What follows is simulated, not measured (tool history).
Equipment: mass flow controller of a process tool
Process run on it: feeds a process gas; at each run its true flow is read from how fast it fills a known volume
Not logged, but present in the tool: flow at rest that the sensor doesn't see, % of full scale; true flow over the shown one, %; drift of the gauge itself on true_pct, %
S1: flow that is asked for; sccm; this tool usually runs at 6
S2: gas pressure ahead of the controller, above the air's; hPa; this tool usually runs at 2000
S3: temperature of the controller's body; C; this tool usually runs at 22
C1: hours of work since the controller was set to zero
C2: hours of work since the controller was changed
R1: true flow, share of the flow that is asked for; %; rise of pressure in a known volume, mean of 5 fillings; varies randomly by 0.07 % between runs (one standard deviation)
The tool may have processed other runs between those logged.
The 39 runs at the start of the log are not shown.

run 40 hour=2133.3 | S1=3 S2=2380 S3=22 | C1=3401 C2=3401 | R1=95.84
run 41 hour=2199.3 | S1=3 S2=2380 S3=22 | C1=3444 C2=3444 | R1=95.73
-- hour=2225.2 gauge calibrated
run 42 hour=2233.9 | S1=9 S2=1800 S3=31 | C1=3467 C2=3467 | R1=98.73
run 43 hour=2266.9 | S1=9 S2=1800 S3=31 | C1=3488 C2=3488 | R1=98.73
run 44 hour=2345.6 | S1=9 S2=1800 S3=31 | C1=3539 C2=3539 | R1=98.69
run 45 hour=2424.4 | S1=6 S2=2130 S3=37 | C1=3590 C2=3590 | R1=98.41
run 46 hour=2489.0 | S1=2 S2=2130 S3=37 | C1=3632 C2=3632 | R1=97.90
run 47 hour=2531.5 | S1=2 S2=2130 S3=37 | C1=3659 C2=3659 | R1=97.91

5 options for the next run, each taken on its own from the tool as it stands now. Forecast them:
run A hour=2610.3 | S1=5 S2=1870 S3=22 | C1=3710 C2=3710 | R1=?
run B hour=2610.3 | S1=4 S2=1800 S3=22 | C1=3710 C2=3710 | R1=?
run C hour=2610.3 | S1=5 S2=1770 S3=22 | C1=3710 C2=3710 | R1=?
run D hour=2610.3 | S1=8 S2=2020 S3=37 | C1=3710 C2=3710 | R1=?
run E hour=2610.3 | S1=10 S2=2130 S3=32 | C1=3710 C2=3710 | R1=?

run=A R1=97.63
run=B R1=97.67
run=C R1=97.79
run=D R1=98.47
run=E R1=98.56
Take away the tool's hidden state, keep each run's random variation, and the runs would have read:
run=A R1=98.03
run=B R1=98.07
run=C R1=98.18
run=D R1=98.87
run=E R1=98.95

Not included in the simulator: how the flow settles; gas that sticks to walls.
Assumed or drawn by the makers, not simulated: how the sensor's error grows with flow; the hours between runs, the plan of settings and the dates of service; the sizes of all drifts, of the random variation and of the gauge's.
